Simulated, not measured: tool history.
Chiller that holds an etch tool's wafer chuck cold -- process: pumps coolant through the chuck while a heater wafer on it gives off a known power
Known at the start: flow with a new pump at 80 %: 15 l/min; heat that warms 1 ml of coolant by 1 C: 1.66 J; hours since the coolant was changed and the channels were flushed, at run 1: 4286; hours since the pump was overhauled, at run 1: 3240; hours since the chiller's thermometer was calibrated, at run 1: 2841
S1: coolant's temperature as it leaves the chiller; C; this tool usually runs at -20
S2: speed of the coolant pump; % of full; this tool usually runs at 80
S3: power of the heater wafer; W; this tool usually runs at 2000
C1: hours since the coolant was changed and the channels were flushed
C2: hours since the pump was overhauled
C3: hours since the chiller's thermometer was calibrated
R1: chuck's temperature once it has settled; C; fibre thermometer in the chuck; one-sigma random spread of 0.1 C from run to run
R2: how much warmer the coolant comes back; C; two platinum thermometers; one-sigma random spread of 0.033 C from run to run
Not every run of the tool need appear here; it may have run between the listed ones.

run 1 day=0 | S1=-20 S2=80 S3=2000 | C1=4286 C2=3240 C3=2841 | R1=1 R2=5.05
run 2 day=3.375 | S1=-20 S2=74 S3=2000 | C1=4367 C2=3321 C3=2922 | R1=1.8 R2=5.47
run 3 day=6.9 | S1=-20 S2=74 S3=2000 | C1=4452 C2=3406 C3=3007 | R1=2 R2=5.55
run 4 day=10.142 | S1=-20 S2=74 S3=1175 | C1=4530 C2=3484 C3=3085 | R1=-7.2 R2=3.21
run 5 day=13.071 | S1=-23 S2=80 S3=2000 | C1=4600 C2=3554 C3=3155 | R1=-2 R2=5.08
run 6 day=15.717 | S1=-23 S2=80 S3=2000 | C1=4663 C2=3618 C3=3219 | R1=-1.8 R2=5.18
run 7 day=18.8 | S1=-23 S2=80 S3=2000 | C1=4737 C2=3692 C3=3293 | R1=-1.6 R2=5.02
run 8 day=21.512 | S1=-23 S2=80 S3=1000 | C1=4803 C2=3757 C3=3358 | R1=-12.7 R2=2.57
run 9 day=24.55 | S1=-23 S2=80 S3=1000 | C1=4875 C2=3830 C3=3431 | R1=-12.6 R2=2.55
run 10 day=26.071 | S1=-23 S2=67 S3=1000 | C1=4912 C2=3866 C3=3467 | R1=-11.5 R2=3.06
-- day=29.054 chiller's thermometer calibrated
run 11 day=29.358 | S1=-11 S2=67 S3=1000 | C1=4990 C2=3944 C3=7 | R1=1 R2=3.04
run 12 day=32.962 | S1=-14 S2=67 S3=1000 | C1=5076 C2=4031 C3=94 | R1=-2 R2=3.06
run 13 day=35.879 | S1=-14 S2=67 S3=1000 | C1=5146 C2=4101 C3=164 | R1=-1.8 R2=3.11
run 14 day=38.175 | S1=-14 S2=67 S3=1000 | C1=5201 C2=4156 C3=219 | R1=-2 R2=3.07
run 15 day=41.621 | S1=-17 S2=80 S3=2000 | C1=5284 C2=4238 C3=302 | R1=5.1 R2=5.14
run 16 day=44.392 | S1=-18 S2=90 S3=2010 | C1=5351 C2=4305 C3=368 | R1=3 R2=4.57
run 17 day=47.504 | S1=-18 S2=90 S3=2162 | C1=5425 C2=4380 C3=443 | R1=4.6 R2=5
run 18 day=50.592 | S1=-22 S2=62 S3=2162 | C1=5499 C2=4454 C3=517 | R1=5.4 R2=7.14
run 19 day=52.554 | S1=-28 S2=94 S3=1286 | C1=5547 C2=4501 C3=564 | R1=-14.9 R2=2.85
run 20 day=54.521 | S1=-15 S2=94 S3=1286 | C1=5594 C2=4548 C3=611 | R1=-2 R2=2.77
run 21 day=57.138 | S1=-21 S2=94 S3=1286 | C1=5657 C2=4611 C3=674 | R1=-7.9 R2=2.84
run 22 day=58.804 | S1=-21 S2=94 S3=1286 | C1=5697 C2=4651 C3=714 | R1=-7.9 R2=2.81
run 23 day=61.288 | S1=-29 S2=80 S3=2256 | C1=5756 C2=4710 C3=774 | R1=-3.7 R2=5.82
run 24 day=64.779 | S1=-15 S2=84 S3=2000 | C1=5840 C2=4794 C3=857 | R1=6.9 R2=4.92
run 25 day=66.662 | S1=-15 S2=84 S3=2000 | C1=5885 C2=4839 C3=903 | R1=6.9 R2=4.93
run 26 day=69.388 | S1=-15 S2=84 S3=2000 | C1=5950 C2=4905 C3=968 | R1=6.8 R2=4.92
run 27 day=72.521 | S1=-14 S2=80 S3=2733 | C1=6026 C2=4980 C3=1043 | R1=16.9 R2=7.1
run 28 day=75.208 | S1=-20 S2=63 S3=1380 | C1=6090 C2=5044 C3=1108 | R1=-2.4 R2=4.58
run 29 day=77.917 | S1=-28 S2=72 S3=1763 | C1=6155 C2=5109 C3=1173 | R1=-7 R2=5.16

What differs in the tool's unlogged condition from the final listed run ahead of each entry between runs to the first listed run following it?
Logged between run 10 and run 11: chiller's thermometer calibrated (day 29.054)
  heat passed by the chuck's channels, % of clean ones': 87 -> 86.8; flow at a given pump speed, % of a new pump's: 94.1 -> 94; coolant's true temperature over the reading, C: -0.49 -> 0.01
  difference, measured minus the result without the unlogged condition, R1: +1.2 -> +1.7 C; R2: +0.18 -> +0.19 C
